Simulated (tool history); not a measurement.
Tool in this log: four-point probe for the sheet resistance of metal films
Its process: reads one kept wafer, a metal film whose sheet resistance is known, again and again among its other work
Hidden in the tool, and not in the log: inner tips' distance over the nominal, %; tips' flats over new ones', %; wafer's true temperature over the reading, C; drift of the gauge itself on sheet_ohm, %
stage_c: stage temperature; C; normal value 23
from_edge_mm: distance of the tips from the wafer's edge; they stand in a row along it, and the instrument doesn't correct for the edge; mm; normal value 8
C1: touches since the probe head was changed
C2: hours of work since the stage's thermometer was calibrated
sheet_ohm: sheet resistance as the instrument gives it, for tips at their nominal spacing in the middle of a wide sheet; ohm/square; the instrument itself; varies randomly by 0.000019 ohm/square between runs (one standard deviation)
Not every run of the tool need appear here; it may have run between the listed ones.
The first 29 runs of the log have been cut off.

Run 30, day 55.717: usual settings but stage_c 30 C, from_edge_mm 7 mm; C1 41453; C2 151. Result: sheet_ohm 0.092043 ohm/square.
Run 31, day 57.471: usual settings but stage_c 28 C, from_edge_mm 34 mm; C1 43719; C2 178. Result: sheet_ohm 0.091823 ohm/square.
Run 32, day 59.388: usual settings but stage_c 28 C, from_edge_mm 34 mm; C1 46200; C2 208. Result: sheet_ohm 0.091856 ohm/square.
Run 33, day 61.875: usual settings but stage_c 19 C, from_edge_mm 17 mm; C1 49413; C2 246. Result: sheet_ohm 0.092707 ohm/square.
Run 34, day 63.929: usual settings but stage_c 30 C; C1 52071; C2 277. Result: sheet_ohm 0.091911 ohm/square.
Run 35, day 65.979: usual settings but stage_c 30 C; C1 54717; C2 309. Result: sheet_ohm 0.091891 ohm/square.
Run 36, day 68.571: usual settings but stage_c 20 C, from_edge_mm 20 mm; C1 58069; C2 349. Result: sheet_ohm 0.092548 ohm/square.
Run 37, day 71.104: usual settings but stage_c 20 C, from_edge_mm 4 mm; C1 61339; C2 387. Result: sheet_ohm 0.093705 ohm/square.
Run 38, day 72.329: usual settings but stage_c 27 C, from_edge_mm 9 mm; C1 62926; C2 406. Result: sheet_ohm 0.092085 ohm/square.

Consider 5 possible next runs. They are alternatives, not a sequence: every one starts from the tool as it was left by run 38. What does each give?
Run A, day 74.396: usual settings but stage_c 18 C, from_edge_mm 7 mm; C1 65595; C2 438. Result: sheet_ohm ?.
Run B, day 74.396: usual settings but stage_c 29 C, from_edge_mm 9 mm; C1 65595; C2 438. Result: sheet_ohm ?.
Run C, day 74.396: usual settings but stage_c 20 C, from_edge_mm 16 mm; C1 65595; C2 438. Result: sheet_ohm ?.
Run D, day 74.396: usual settings but stage_c 30 C; C1 65595; C2 438. Result: sheet_ohm ?.
Run E, day 74.396: usual settings but stage_c 20 C, from_edge_mm 5 mm; C1 65595; C2 438. Result: sheet_ohm ?.

run  sheet_ohm
  A   0.093074
  B   0.091874
  C   0.092548
  D   0.091864
  E   0.093259
With no hidden state in the tool, these same runs would have given:
run  sheet_ohm
  A   0.093904
  B   0.092694
  C   0.093374
  D   0.092684
  E   0.094091

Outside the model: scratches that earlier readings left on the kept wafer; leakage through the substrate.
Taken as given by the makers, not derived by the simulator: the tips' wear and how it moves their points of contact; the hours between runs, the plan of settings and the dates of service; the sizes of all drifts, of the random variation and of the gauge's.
